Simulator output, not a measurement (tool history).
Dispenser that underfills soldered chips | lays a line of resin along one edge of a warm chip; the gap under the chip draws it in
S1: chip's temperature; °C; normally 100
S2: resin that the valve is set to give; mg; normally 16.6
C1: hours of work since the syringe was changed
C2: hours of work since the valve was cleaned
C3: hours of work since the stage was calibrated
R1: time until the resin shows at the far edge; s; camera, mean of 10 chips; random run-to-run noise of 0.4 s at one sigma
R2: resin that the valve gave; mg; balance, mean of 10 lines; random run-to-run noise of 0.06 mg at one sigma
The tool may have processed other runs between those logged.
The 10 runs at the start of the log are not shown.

run	day	S1	S2	C1	C2	C3	R1	R2
# day 3.758: new syringe of resin
11	3.896	103	16.6	2	33	430	26.3	16.02
# day 4.088: new syringe of resin
12	4.162	100	17.1	1	38	435	26.3	16.58
# day 4.408: new syringe of resin
13	4.6	100	17.1	3	46	442	30.8	16.46
# day 4.733: new syringe of resin
14	4.917	100	16.6	3	51	448	30.1	15.92
# day 5.067: new syringe of resin
15	5.254	103	16.6	3	57	454	28.1	15.75
# day 5.375: new syringe of resin
16	5.525	100	16.6	3	62	458	29	15.74
# day 5.7: new syringe of resin
17	5.912	100	16.6	4	68	465	31.8	15.79
# day 6.038: dispensing valve cleaned and set on the balance
# day 6.088: new syringe of resin
18	6.221	100	16.6	2	3	470	28	16.57
# day 6.429: new syringe of resin
19	6.475	100	16.6	1	7	474	25.5	16.45
# day 6.742: new syringe of resin
20	6.912	91	19	3	15	482	41.5	18.79
# day 7.067: new syringe of resin
21	7.258	111	15.4	3	21	488	21.3	15.09
# day 7.392: new syringe of resin
22	7.608	87	21.4	4	27	494	51.1	20.9
# day 7.725: new syringe of resin
23	8.012	100	20	5	34	501	33.6	19.45
# day 8.062: new syringe of resin
# day 8.388: new syringe of resin
24	8.458	100	20	1	42	509	26.6	19.36
# day 8.579: stage's temperature calibrated
# day 8.767: new syringe of resin
25	8.783	100	20	0	47	3	26.9	19.23
# day 9.092: new syringe of resin
26	9.167	107	19.8	1	54	10	21.7	18.92
# day 9.412: new syringe of resin
27	9.492	106	17.7	1	59	16	23.2	16.83
# day 9.721: new syringe of resin
28	9.875	106	17.7	3	66	22	26.8	16.89
# day 10.062: new syringe of resin
# day 10.142: dispensing valve cleaned and set on the balance
29	10.312	108	14.9	4	3	29	25.4	14.77
# day 10.417: new syringe of resin
30	10.679	108	14.9	5	9	36	26.6	14.77
# day 10.746: new syringe of resin
31	11.029	108	16.7	5	16	42	27.5	16.5
# day 11.075: new syringe of resin
# day 11.404: new syringe of resin
32	11.546	107	16.7	3	24	51	24.5	16.42
# day 11.717: new syringe of resin
33	11.888	103	18	3	30	57	28.7	17.66

Forecast each of these 5 alternatives for the next run:
# day 12.058: new syringe of resin
A	12.292	100	20.3	4	37	64	?	?
# day 12.058: new syringe of resin
B	12.292	92	17.8	4	37	64	?	?
# day 12.058: new syringe of resin
C	12.292	87	16.6	4	37	64	?	?
# day 12.058: new syringe of resin
D	12.292	97	16.7	4	37	64	?	?
# day 12.058: new syringe of resin
E	12.292	92	18	4	37	64	?	?

run	R1	R2
A	33.1	19.71
B	45.4	17.28
C	56	16.12
D	37.8	16.27
E	46.1	17.52
With no hidden state in the tool, these same runs would have given:
run	R1	R2
A	26.1	20.29
B	35.6	17.78
C	44	16.58
D	29.7	16.74
E	36.3	18.03
